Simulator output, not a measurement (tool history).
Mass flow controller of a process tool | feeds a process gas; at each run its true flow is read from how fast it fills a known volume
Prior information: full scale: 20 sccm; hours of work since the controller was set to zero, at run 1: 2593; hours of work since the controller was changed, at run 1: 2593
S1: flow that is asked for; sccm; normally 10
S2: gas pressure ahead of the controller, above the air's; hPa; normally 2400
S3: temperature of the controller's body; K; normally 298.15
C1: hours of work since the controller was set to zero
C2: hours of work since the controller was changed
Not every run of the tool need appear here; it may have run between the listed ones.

Run 1, day 0.000: usual settings; C1 2593; C2 2593. Result: true flow (%) 97.47.
Run 2, day 9.742: usual settings; C1 2746; C2 2746. Result: true flow (%) 97.31.
Run 3, day 16.221: usual settings but S1 3 sccm; C1 2848; C2 2848. Result: true flow (%) 93.72.
Run 4, day 29.758: usual settings; C1 3060; C2 3060. Result: true flow (%) 97.03.
Run 5, day 42.612: usual settings; C1 3262; C2 3262. Result: true flow (%) 96.87.
Run 6, day 56.512: usual settings but S2 2490 hPa; C1 3481; C2 3481. Result: true flow (%) 96.92.
Run 7, day 72.038: usual settings but S2 2490 hPa; C1 3724; C2 3724. Result: true flow (%) 96.58.
Run 8, day 80.004: usual settings but S2 2430 hPa; C1 3850; C2 3850. Result: true flow (%) 96.55.
Run 9, day 91.958: usual settings but S2 2430 hPa; C1 4037; C2 4037. Result: true flow (%) 96.48.
Run 10, day 100.350: usual settings; C1 4169; C2 4169. Result: true flow (%) 96.28.
Run 11, day 107.829: usual settings; C1 4287; C2 4287. Result: true flow (%) 96.15.
Run 12, day 114.362: usual settings; C1 4389; C2 4389. Result: true flow (%) 96.04.
Run 13, day 129.312: usual settings but S1 4 sccm, S3 312.15 K; C1 4624; C2 4624. Result: true flow (%) 93.61.
Run 14, day 138.667: usual settings but S1 3 sccm, S2 2230 hPa, S3 312.15 K; C1 4771; C2 4771. Result: true flow (%) 91.55.
Run 15, day 146.058: usual settings but S1 3 sccm, S2 2230 hPa, S3 312.15 K; C1 4887; C2 4887. Result: true flow (%) 91.36.
Run 16, day 153.504: usual settings but S1 5 sccm; C1 5004; C2 5004. Result: true flow (%) 93.23.
Run 17, day 161.688: usual settings but S2 2770 hPa, S3 293.15 K; C1 5133; C2 5133. Result: true flow (%) 95.39.
Run 18, day 176.929: usual settings but S2 1470 hPa; C1 5372; C2 5372. Result: true flow (%) 94.82.
At day 179.162: controller's zero set anew.
Run 19, day 185.367: usual settings but S1 3 sccm, S2 1520 hPa; C1 97; C2 5504. Result: true flow (%) 95.83.
Run 20, day 191.954: usual settings but S1 3 sccm, S2 1730 hPa, S3 310.15 K; C1 201; C2 5608. Result: true flow (%) 96.74.
Run 21, day 206.862: usual settings but S2 2580 hPa, S3 310.15 K; C1 435; C2 5842. Result: true flow (%) 98.25.
Run 22, day 220.300: usual settings but S1 3 sccm, S2 2440 hPa; C1 646; C2 6053. Result: true flow (%) 95.54.
Run 23, day 227.229: usual settings but S1 3 sccm, S2 2440 hPa; C1 755; C2 6162. Result: true flow (%) 95.34.

A few steps of true flow (%) between consecutive runs. Split each: what settings, incoming material and random variation would produce without the hidden state, and what is left over for the hidden state, along with gauge scatter present in only one of the two compared results (measured, and without hidden state):
What the log doesn't record here: flow at rest that the sensor doesn't see, % of full scale; true flow over the shown one, %; drift of the gauge itself on true_pct, %.
Run 2 -> 3: S1 10 -> 3. true flow (%) -3.59: hidden state -2.88, all else -0.71.
Run 3 -> 4: S1 3 -> 10. true flow (%) +3.31: hidden state +2.64, all else +0.67.
Run 12 -> 13: S1 10 -> 4, S3 298.15 -> 312.15. true flow (%) -2.43: hidden state -3.02, all else +0.59.
